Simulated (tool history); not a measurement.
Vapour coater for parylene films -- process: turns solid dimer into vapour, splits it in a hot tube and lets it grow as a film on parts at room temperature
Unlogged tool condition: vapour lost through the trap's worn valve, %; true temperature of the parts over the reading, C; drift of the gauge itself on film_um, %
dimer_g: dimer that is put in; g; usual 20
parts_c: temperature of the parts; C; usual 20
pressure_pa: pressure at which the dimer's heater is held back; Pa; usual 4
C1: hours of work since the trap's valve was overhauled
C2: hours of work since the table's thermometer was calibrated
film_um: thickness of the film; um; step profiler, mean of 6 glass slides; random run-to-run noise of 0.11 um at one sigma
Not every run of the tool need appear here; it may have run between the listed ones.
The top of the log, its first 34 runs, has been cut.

run 35 hour=1710 | dimer_g=20 parts_c=19 pressure_pa=4 | C1=259 C2=716 | film_um=13.18
run 36 hour=1783.5 | dimer_g=20 parts_c=23 pressure_pa=7.32 | C1=321 C2=778 | film_um=10.22
run 37 hour=1855.7 | dimer_g=20 parts_c=23 pressure_pa=7.32 | C1=381 C2=838 | film_um=10.28
run 38 hour=1900 | dimer_g=35 parts_c=21 pressure_pa=8.52 | C1=418 C2=876 | film_um=17.85
run 39 hour=1954.5 | dimer_g=15 parts_c=21 pressure_pa=8.52 | C1=464 C2=921 | film_um=7.57
run 40 hour=1988.3 | dimer_g=9 parts_c=21 pressure_pa=8.52 | C1=492 C2=949 | film_um=4.55
run 41 hour=2066 | dimer_g=9 parts_c=13 pressure_pa=3.74 | C1=557 C2=1015 | film_um=6.5
run 42 hour=2129.1 | dimer_g=28 parts_c=13 pressure_pa=3.74 | C1=610 C2=1067 | film_um=19.9
run 43 hour=2161.5 | dimer_g=20 parts_c=20 pressure_pa=2.1 | C1=637 C2=1094 | film_um=14.36
-- hour=2221.4 trap's valve overhauled
run 44 hour=2242.6 | dimer_g=12 parts_c=20 pressure_pa=3.83 | C1=18 C2=1159 | film_um=8.07
run 45 hour=2319.7 | dimer_g=16 parts_c=28 pressure_pa=3.95 | C1=82 C2=1224 | film_um=9.22
run 46 hour=2397.7 | dimer_g=20 parts_c=17 pressure_pa=4 | C1=148 C2=1289 | film_um=13.92

Forecast each of these 3 alternatives for the next run:
run A hour=2454.1 | dimer_g=19 parts_c=17 pressure_pa=4 | C1=195 C2=1336 | film_um=?
run B hour=2454.1 | dimer_g=20 parts_c=15 pressure_pa=4 | C1=195 C2=1336 | film_um=?
run C hour=2454.1 | dimer_g=20 parts_c=17 pressure_pa=2.33 | C1=195 C2=1336 | film_um=?

run=A film_um=13.05
run=B film_um=14.25
run=C film_um=15.65
The same runs, with their run-to-run variation unchanged, on a tool lacking any hidden condition would have given:
run=A film_um=13.14
run=B film_um=14.35
run=C film_um=15.76

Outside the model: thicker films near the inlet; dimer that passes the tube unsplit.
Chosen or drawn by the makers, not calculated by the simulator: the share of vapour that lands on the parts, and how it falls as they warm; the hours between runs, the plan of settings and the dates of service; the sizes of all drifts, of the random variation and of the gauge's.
